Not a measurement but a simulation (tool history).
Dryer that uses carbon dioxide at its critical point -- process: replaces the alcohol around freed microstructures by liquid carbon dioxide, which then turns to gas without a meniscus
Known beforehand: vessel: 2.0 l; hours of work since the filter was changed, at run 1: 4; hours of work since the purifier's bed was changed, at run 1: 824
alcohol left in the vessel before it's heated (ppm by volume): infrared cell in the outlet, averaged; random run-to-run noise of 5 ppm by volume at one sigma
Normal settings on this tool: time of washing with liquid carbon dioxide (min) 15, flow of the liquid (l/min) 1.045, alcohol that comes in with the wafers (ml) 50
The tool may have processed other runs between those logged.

| run | hour | time of washing with liquid carbon dioxide (min) | flow of the liquid (l/min) | alcohol that comes in with the wafers (ml) | hours of work since the filter was changed | hours of work since the purifier's bed was changed | alcohol left in the vessel before it's heated (ppm by volume) |
|---|---|---|---|---|---|---|---|
| 1 | 0.0 | 15 | 1.045 | 50 | 4 | 824 | 146 |
| 2 | 53.2 | 15 | 1.045 | 50 | 28 | 848 | 153 |
| 3 | 99.8 | 15 | 1.045 | 50 | 49 | 869 | 149 |
| 4 | 132.7 | 14 | 1.045 | 50 | 63 | 884 | 191 |
| 5 | 159.1 | 15 | 1.030 | 50 | 75 | 896 | 170 |
| 6 | 199.8 | 15 | 1.045 | 29 | 94 | 914 | 143 |
| 7 | 233.6 | 15 | 1.045 | 29 | 109 | 930 | 148 |
| 8 | 283.5 | 15 | 1.045 | 23 | 131 | 952 | 147 |
| 9 | 322.7 | 15 | 1.045 | 23 | 149 | 970 | 164 |
| 10 | 350.1 | 15 | 1.045 | 23 | 161 | 982 | 152 |
| 11 | 378.4 | 15 | 1.045 | 23 | 174 | 995 | 159 |
| 12 | 405.3 | 15 | 1.045 | 23 | 186 | 1007 | 167 |
| 13 | 461.1 | 14 | 1.045 | 23 | 211 | 1032 | 188 |
| 14 | 500.8 | 17 | 0.850 | 38 | 229 | 1050 | 264 |
|  | 504.8 | inlet filter changed |
| 15 | 549.0 | 17 | 0.850 | 38 | 20 | 1071 | 191 |
| 16 | 592.8 | 16 | 0.730 | 22 | 40 | 1091 | 233 |
| 17 | 617.2 | 17 | 1.250 | 33 | 51 | 1102 | 144 |
|  | 653.8 | purifier's bed changed |
| 18 | 665.5 | 18 | 1.045 | 25 | 71 | 5 | 9 |
| 19 | 710.8 | 10 | 1.045 | 43 | 91 | 26 | 405 |
| 20 | 734.7 | 15 | 0.760 | 44 | 102 | 36 | 315 |
| 21 | 765.7 | 10 | 0.940 | 51 | 116 | 50 | 751 |
| 22 | 819.0 | 12 | 0.700 | 22 | 140 | 74 | 540 |
| 23 | 850.6 | 21 | 0.890 | 104 | 154 | 89 | 69 |
| 24 | 893.4 | 17 | 0.860 | 44 | 173 | 108 | 136 |
| 25 | 943.2 | 17 | 0.860 | 44 | 196 | 130 | 149 |
| 26 | 995.1 | 17 | 0.860 | 44 | 219 | 153 | 167 |

Consider 4 possible next runs. They are alternatives, not a sequence: every one starts from the tool as it was left by run 26. What does each give?
|  | 1021.0 | inlet filter changed |
| A | 1040.8 | 21 | 0.860 | 89 | 9 | 174 | ? |
|  | 1021.0 | inlet filter changed |
| B | 1040.8 | 15 | 1.060 | 99 | 9 | 174 | ? |
|  | 1021.0 | inlet filter changed |
| C | 1040.8 | 11 | 0.860 | 44 | 9 | 174 | ? |
|  | 1021.0 | inlet filter changed |
| D | 1040.8 | 17 | 0.860 | 37 | 9 | 174 | ? |

| run | alcohol left in the vessel before it's heated (ppm by volume) |
|---|---|
| A | 59 |
| B | 104 |
| C | 517 |
| D | 74 |
With the hidden condition removed and each run's random variation left untouched, the same runs would have given:
| run | alcohol left in the vessel before it's heated (ppm by volume) |
|---|---|
| A | 36 |
| B | 79 |
| C | 478 |
| D | 51 |
